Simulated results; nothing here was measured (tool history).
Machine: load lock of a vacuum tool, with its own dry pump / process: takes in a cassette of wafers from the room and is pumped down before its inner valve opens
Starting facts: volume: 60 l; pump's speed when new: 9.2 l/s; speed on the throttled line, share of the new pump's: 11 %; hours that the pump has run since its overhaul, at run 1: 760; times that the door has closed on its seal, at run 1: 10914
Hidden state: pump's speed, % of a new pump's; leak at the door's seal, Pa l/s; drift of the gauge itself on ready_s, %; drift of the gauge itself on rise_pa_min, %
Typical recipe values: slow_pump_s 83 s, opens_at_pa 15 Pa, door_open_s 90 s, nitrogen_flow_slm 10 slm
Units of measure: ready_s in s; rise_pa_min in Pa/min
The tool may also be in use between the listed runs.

run	day	slow_pump_s	opens_at_pa	door_open_s	nitrogen_flow_slm	hours that the pump has run since its overhaul	times that the door has closed on its seal	incoming humidity of the room's air, %	ready_s	rise_pa_min
1	0	83	15	90	10	760	10914	45.2	131.1	0.09
2	1.762	83	15	90	10	802	11068	44.2	130.3	0.082
3	4.954	83	15	90	5	879	11348	45	131.5	0.093
4	6.742	83	15	90	5	922	11505	45.7	129.9	0.094
5	8.338	83	15	90	10	960	11645	42.3	131.3	0.082
6	11.804	83	15	90	10	1043	11949	47.2	132.6	0.089
7	14.267	83	15	90	10	1103	12165	46	132.5	0.084
8	17	83	15	90	10	1168	12405	42.3	132.6	0.078
9	18.617	61	15	90	10	1207	12547	41.6	111.5	0.082
10	20.796	61	15	90	10	1259	12738	46.5	112	0.087
11	23.492	61	15	90	10	1324	12975	45.1	112.6	0.089
12	26.146	83	15	90	10	1388	13208	50	131.1	0.089
13	27.879	83	12	90	10	1429	13359	47	133.1	0.092
14	31.554	65	15	90	10	1517	13682	48.1	116.4	0.095
15	34.333	65	15	90	10	1584	13926	46.5	115.5	0.096
16	36.175	65	15	90	10	1628	14087	45.2	115.3	0.092
17	37.854	65	15	90	10	1669	14235	48	115.6	0.09
18	39.996	65	15	90	10	1720	14423	44.6	116.3	0.09
19	42.733	83	15	90	10	1786	14663	46.3	131.9	0.094
20	45.4	84	22	26	10	1850	14897	47	130.4	0.065
21	47.667	84	22	26	10	1904	15095	46.8	130.7	0.069
22	51.454	84	17	110	10	1995	15428	43.6	132.2	0.102
23	54.775	90	11	27	35	2075	15719	43.9	140.8	0.056
24	58.421	83	15	59	10	2162	16039	41.8	132.6	0.085
25	61.958	83	15	59	10	2247	16350	46.6	130.5	0.09
26	63.738	56	15	96	10	2290	16506	45.2	108.7	0.102
27	67.312	116	27	33	10	2376	16820	42.9	156.1	0.08
28	69.158	116	27	33	10	2420	16981	43.9	156.8	0.078
29	72.196	116	27	33	10	2493	17248	42.5	155.5	0.071

Run 30 has not been measured yet. What should we expect?
30	75.033	155	14	233	17	2561	17497	46.2	?	?

{"run 30": {"ready_s": 195.3, "rise_pa_min": 0.123}}
If the tool had no hidden condition, the same run with the same run-to-run variation would have returned ready_s 194.4 s, rise_pa_min 0.075 Pa/min.
